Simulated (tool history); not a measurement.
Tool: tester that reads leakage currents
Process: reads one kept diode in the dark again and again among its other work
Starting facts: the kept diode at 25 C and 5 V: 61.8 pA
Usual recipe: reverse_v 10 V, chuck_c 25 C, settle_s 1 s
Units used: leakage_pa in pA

run,hour,reverse_v,chuck_c,settle_s,leakage_pa
1,0,10,25,1,104.52
2,46.3,10,25,1,104.5
3,81.2,10,25,1,105.41
4,124.2,10,30,1,146.47
5,148.4,10,30,1,148.53
# hour 164.4: probe card cleaned and baked
6,187.6,10,23,1,95.97
# hour 220.9: chuck's temperature calibrated
7,236.9,10,25,1,95.78
# hour 259.5: probe card cleaned and baked, once more
8,262.1,10,25,1,85.87
9,293.9,10,25,1,86.08
10,324.4,10,25,1,86.11
11,370.5,10,25,1,86.72
12,415.8,6.1,36,1,150.38
13,445.1,6.6,36,1,157.19

The next listed run, before its measurement:
14,486.9,2.5,25,1.22,?

leakage_pa: 46.66 pA
Take away the tool's hidden state, keep the run-to-run variation as it was, and the same run would have given leakage_pa 46.06 pA.
